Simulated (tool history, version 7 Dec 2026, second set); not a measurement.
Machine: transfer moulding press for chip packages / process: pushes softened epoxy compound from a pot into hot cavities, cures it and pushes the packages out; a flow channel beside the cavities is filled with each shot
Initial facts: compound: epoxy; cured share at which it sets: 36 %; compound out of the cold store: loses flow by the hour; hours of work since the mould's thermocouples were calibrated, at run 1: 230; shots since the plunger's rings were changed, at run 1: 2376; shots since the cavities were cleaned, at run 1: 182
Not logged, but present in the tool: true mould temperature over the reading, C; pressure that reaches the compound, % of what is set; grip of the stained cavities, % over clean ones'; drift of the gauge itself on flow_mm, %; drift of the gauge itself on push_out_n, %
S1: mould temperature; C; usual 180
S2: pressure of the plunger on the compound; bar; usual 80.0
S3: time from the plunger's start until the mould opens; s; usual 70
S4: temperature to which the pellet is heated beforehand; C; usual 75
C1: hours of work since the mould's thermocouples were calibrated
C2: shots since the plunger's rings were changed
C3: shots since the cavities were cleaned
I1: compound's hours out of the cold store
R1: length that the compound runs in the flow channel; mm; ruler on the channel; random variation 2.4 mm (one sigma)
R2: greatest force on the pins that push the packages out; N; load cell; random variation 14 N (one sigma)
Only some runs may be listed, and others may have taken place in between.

run   hour   S1    S2  S3  S4   C1    C2   C3    I1   R1    R2
  1    0.0  180  80.0  70  75  230  2376  182  31.4  610   983
      12.3  -- plunger's sealing rings changed
  2   13.6  180  80.0  70  75  238    22  374  40.2  602  1162
      17.7  -- cavities cleaned with cleaning compound and waxed
  3   24.4  180  80.0  70  75  246   184  117  44.5  591   841
  4   34.2  180  80.0  70  75  253   356  289  37.9  606  1047
      37.3  -- mould's thermocouples calibrated
      45.3  -- cavities cleaned with cleaning compound and waxed
  5   50.5  180  80.0  70  75    9   578   92   8.6  686   917
  6   59.9  180  80.0  70  75   16   741  255  34.9  613  1042
      72.0  -- mould's thermocouples calibrated, once more
      73.5  -- cavities cleaned with cleaning compound and waxed
  7   76.0  180  80.0  70  75    2   961   44  37.6  605   749
  8   82.2  180  80.0  70  75    7  1068  151  10.5  678   971
  9   92.0  183  80.0  70  70   14  1238  321  43.7  581   918
      99.3  -- cavities cleaned with cleaning compound and waxed
 10  103.7  183  80.0  70  70   22  1416   77  35.8  601   711
 11  115.8  176  73.9  57  76   32  1627  288   9.3  661  2562
 12  122.1  179  79.0  66  78   37  1736  397  43.0  585  1391
     125.5  -- cavities cleaned with cleaning compound and waxed
 13  130.2  179  79.0  66  78   42  1850   80  28.8  624  1014

Below are 4 alternative next runs, each starting from the tool's condition after run 13. Predict each:
  A  138.5  177  80.0  110  76  48  1996  226  16.8   ?   ?
  B  138.5  180  60.9   70  75  48  1996  226  42.4   ?   ?
  C  138.5  175  88.6   75  75  48  1996  226  47.9   ?   ?
  D  138.5  179  98.7   66  78  48  1996  226  17.4   ?   ?

run   R1    R2
  A  664   662
  B  512  1021
  C  619  1141
  D  725  1315
Without the tool's hidden state the same runs would have given:
run   R1   R2
  A  676  439
  B  521  661
  C  631  740
  D  738  854

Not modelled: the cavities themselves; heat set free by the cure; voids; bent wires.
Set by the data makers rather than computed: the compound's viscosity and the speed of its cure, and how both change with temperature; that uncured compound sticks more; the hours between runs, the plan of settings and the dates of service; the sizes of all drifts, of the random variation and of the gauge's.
